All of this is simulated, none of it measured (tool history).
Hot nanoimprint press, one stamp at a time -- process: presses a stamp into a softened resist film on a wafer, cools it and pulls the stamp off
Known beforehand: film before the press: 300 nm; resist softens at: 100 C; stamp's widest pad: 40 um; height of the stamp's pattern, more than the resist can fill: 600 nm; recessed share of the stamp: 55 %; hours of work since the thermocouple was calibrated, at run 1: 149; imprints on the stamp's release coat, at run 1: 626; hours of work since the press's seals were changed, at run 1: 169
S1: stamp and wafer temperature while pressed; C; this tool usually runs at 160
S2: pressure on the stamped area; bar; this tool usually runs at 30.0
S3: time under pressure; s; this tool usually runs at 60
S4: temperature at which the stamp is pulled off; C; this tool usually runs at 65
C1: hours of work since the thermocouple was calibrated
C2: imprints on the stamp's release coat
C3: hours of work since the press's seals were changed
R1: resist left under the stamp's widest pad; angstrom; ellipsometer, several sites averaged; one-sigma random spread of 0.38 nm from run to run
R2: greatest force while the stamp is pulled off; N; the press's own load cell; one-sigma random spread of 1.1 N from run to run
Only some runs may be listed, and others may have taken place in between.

run	hour	S1	S2	S3	S4	C1	C2	C3	R1	R2
1	0.0	160	30.0	60	65	149	626	169	1094	162
2	16.3	160	30.0	60	53	161	697	181	1094	178
3	27.8	160	30.0	60	53	169	748	189	1100	179
4	36.9	159	30.0	60	65	175	787	195	1137	167
5	52.3	160	30.0	60	65	186	855	206	1091	166
6	65.9	160	30.0	60	65	195	915	215	1093	171
7	79.0	160	26.1	60	65	204	973	224	1164	167
# hour 92.9: stamp cleaned and given a new release coat
8	98.8	160	26.1	60	65	214	26	234	1158	157
9	111.7	160	26.1	60	65	223	83	243	1163	155
10	123.2	160	26.1	60	65	231	133	251	1148	157
11	133.2	160	24.4	60	52	238	177	258	1186	172
12	150.8	171	39.9	52	58	250	255	270	643	164

Estimate the outcome of run 13 from the log above:
13	171.3	153	30.0	47	70	264	344	284	?	?

Run 13 gave R1 1592 angstrom, R2 154 N.
If the tool had no hidden condition, the same run with the same run-to-run variation would have returned R1 1619 angstrom, R2 150 N.
